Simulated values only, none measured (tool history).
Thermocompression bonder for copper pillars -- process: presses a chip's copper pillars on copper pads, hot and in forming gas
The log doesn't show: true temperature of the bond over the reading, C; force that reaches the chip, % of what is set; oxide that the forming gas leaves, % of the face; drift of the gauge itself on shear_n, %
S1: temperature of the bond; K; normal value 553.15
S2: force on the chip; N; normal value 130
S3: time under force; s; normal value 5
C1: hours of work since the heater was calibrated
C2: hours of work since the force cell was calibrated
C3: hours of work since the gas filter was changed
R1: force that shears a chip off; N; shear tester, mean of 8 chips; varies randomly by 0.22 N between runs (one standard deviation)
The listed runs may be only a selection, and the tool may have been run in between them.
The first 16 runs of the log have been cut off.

| run | hour | S1 | S2 | S3 | C1 | C2 | C3 | R1 |
|---|---|---|---|---|---|---|---|---|
| 17 | 134.9 | 553.15 | 130 | 5 | 514 | 85 | 156 | 58.8 |
| 18 | 143.7 | 553.15 | 130 | 5 | 520 | 91 | 161 | 58.7 |
| 19 | 152.1 | 553.15 | 110 | 5 | 525 | 96 | 166 | 51.1 |
| 20 | 159.6 | 553.15 | 110 | 5 | 529 | 100 | 170 | 50.9 |
| 21 | 167.4 | 550.15 | 110 | 12 | 534 | 105 | 175 | 67.5 |
| 22 | 172.6 | 581.15 | 110 | 12 | 537 | 108 | 178 | 92.9 |
| 23 | 182.4 | 581.15 | 110 | 12 | 542 | 114 | 184 | 93 |
| 24 | 192 | 524.15 | 139 | 12 | 548 | 119 | 189 | 57.3 |
| 25 | 198 | 553.15 | 142 | 3 | 552 | 123 | 193 | 52 |
| 26 | 206.1 | 526.15 | 145 | 13 | 556 | 128 | 198 | 62.9 |
| 27 | 214.7 | 526.15 | 145 | 13 | 562 | 133 | 203 | 62.5 |
| 28 | 223.6 | 526.15 | 145 | 13 | 567 | 138 | 208 | 63 |
| 29 | 234.6 | 553.15 | 179 | 5 | 573 | 144 | 214 | 75.6 |
| 30 | 240.3 | 566.15 | 125 | 8 | 577 | 148 | 218 | 77.3 |
| 31 | 246.7 | 533.15 | 158 | 4 | 580 | 152 | 222 | 48.1 |
| 32 | 257.6 | 533.15 | 158 | 4 | 587 | 158 | 228 | 48.1 |
| 33 | 264.8 | 529.15 | 97 | 3 | 591 | 162 | 232 | 25 |
| 34 | 274 | 529.15 | 144 | 13 | 597 | 168 | 238 | 64.9 |
| 35 | 280.7 | 537.15 | 130 | 5 | 601 | 172 | 242 | 46.9 |
| 36 | 287.4 | 569.15 | 149 | 6 | 604 | 176 | 246 | 82.3 |
| 37 | 297.4 | 539.15 | 140 | 5 | 610 | 181 | 252 | 51.4 |
| 38 | 304.4 | 553.15 | 128 | 10 | 615 | 186 | 256 | 73.8 |
| 39 | 315.2 | 581.15 | 128 | 6 | 621 | 192 | 262 | 84.3 |
| 40 | 319.8 | 525.15 | 128 | 6 | 624 | 195 | 265 | 40.9 |

Consider 4 possible next runs. They are alternatives, not a sequence: every one starts from the tool as it was left by run 40. What does each give?
| A | 330.4 | 575.15 | 84 | 5 | 630 | 201 | 271 | ? |
| B | 330.4 | 565.15 | 128 | 6 | 630 | 201 | 271 | ? |
| C | 330.4 | 553.15 | 130 | 9 | 630 | 201 | 271 | ? |
| D | 330.4 | 536.15 | 179 | 3 | 630 | 201 | 271 | ? |

| run | R1 |
|---|---|
| A | 54.1 |
| B | 71.7 |
| C | 72.4 |
| D | 49.8 |
Had the tool no hidden state, the same runs would have come out as:
| run | R1 |
|---|---|
| A | 54 |
| B | 71.6 |
| C | 72.3 |
| D | 49.7 |
